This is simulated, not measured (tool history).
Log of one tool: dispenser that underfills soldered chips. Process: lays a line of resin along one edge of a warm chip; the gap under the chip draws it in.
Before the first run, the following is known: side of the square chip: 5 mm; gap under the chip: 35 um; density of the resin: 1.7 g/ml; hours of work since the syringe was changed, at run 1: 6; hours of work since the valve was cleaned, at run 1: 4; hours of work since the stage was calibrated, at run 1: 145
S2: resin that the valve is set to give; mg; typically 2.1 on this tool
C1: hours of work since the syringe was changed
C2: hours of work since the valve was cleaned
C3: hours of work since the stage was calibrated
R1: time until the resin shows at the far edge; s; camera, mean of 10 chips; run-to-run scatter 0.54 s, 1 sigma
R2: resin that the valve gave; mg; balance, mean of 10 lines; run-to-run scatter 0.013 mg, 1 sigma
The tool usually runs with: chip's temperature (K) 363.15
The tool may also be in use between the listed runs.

run 1 hour=0 | chip's_temperature_(K)=363.15 S2=2.1 | C1=6 C2=4 C3=145 | R1=75.4 R2=2.1
-- hour=5.9 new syringe of resin
run 2 hour=5.9 | chip's_temperature_(K)=363.15 S2=2.1 | C1=0 C2=7 C3=149 | R1=44.6 R2=2.1
run 3 hour=9.7 | chip's_temperature_(K)=363.15 S2=2.1 | C1=3 C2=10 C3=151 | R1=54.8 R2=2.09
run 4 hour=14.6 | chip's_temperature_(K)=363.15 S2=2.1 | C1=6 C2=13 C3=154 | R1=73.3 R2=2.08
run 5 hour=18.5 | chip's_temperature_(K)=363.15 S2=2.1 | C1=8 C2=16 C3=157 | R1=93.9 R2=2.05
-- hour=20.6 new syringe of resin
run 6 hour=21.7 | chip's_temperature_(K)=363.15 S2=2.1 | C1=1 C2=18 C3=159 | R1=47.1 R2=2.07
run 7 hour=26.5 | chip's_temperature_(K)=363.15 S2=2.1 | C1=4 C2=21 C3=162 | R1=63.7 R2=2.05
run 8 hour=31 | chip's_temperature_(K)=363.15 S2=2.57 | C1=7 C2=24 C3=165 | R1=81.5 R2=2.55
-- hour=35.3 new syringe of resin
run 9 hour=36.6 | chip's_temperature_(K)=363.15 S2=2.25 | C1=1 C2=27 C3=169 | R1=47.4 R2=2.19
run 10 hour=42.3 | chip's_temperature_(K)=363.15 S2=2.25 | C1=5 C2=31 C3=173 | R1=66.9 R2=2.17
run 11 hour=44.9 | chip's_temperature_(K)=363.15 S2=2.09 | C1=6 C2=33 C3=174 | R1=79.2 R2=2.03
run 12 hour=48.1 | chip's_temperature_(K)=363.15 S2=2.09 | C1=9 C2=35 C3=176 | R1=96.4 R2=2.02
-- hour=50.2 new syringe of resin
run 13 hour=51.8 | chip's_temperature_(K)=350.15 S2=2.1 | C1=1 C2=37 C3=179 | R1=70.1 R2=2.03

For run 14, what comes out?
run 14 hour=56.9 | chip's_temperature_(K)=350.15 S2=2.1 | C1=4 C2=41 C3=182 | R1=? R2=?

{"run 14": {"R1": 94.3, "R2": 2.02}}
On a tool with no hidden condition, and with the same random variation, this run would have come out at R1 64.1 s, R2 2.1 mg.
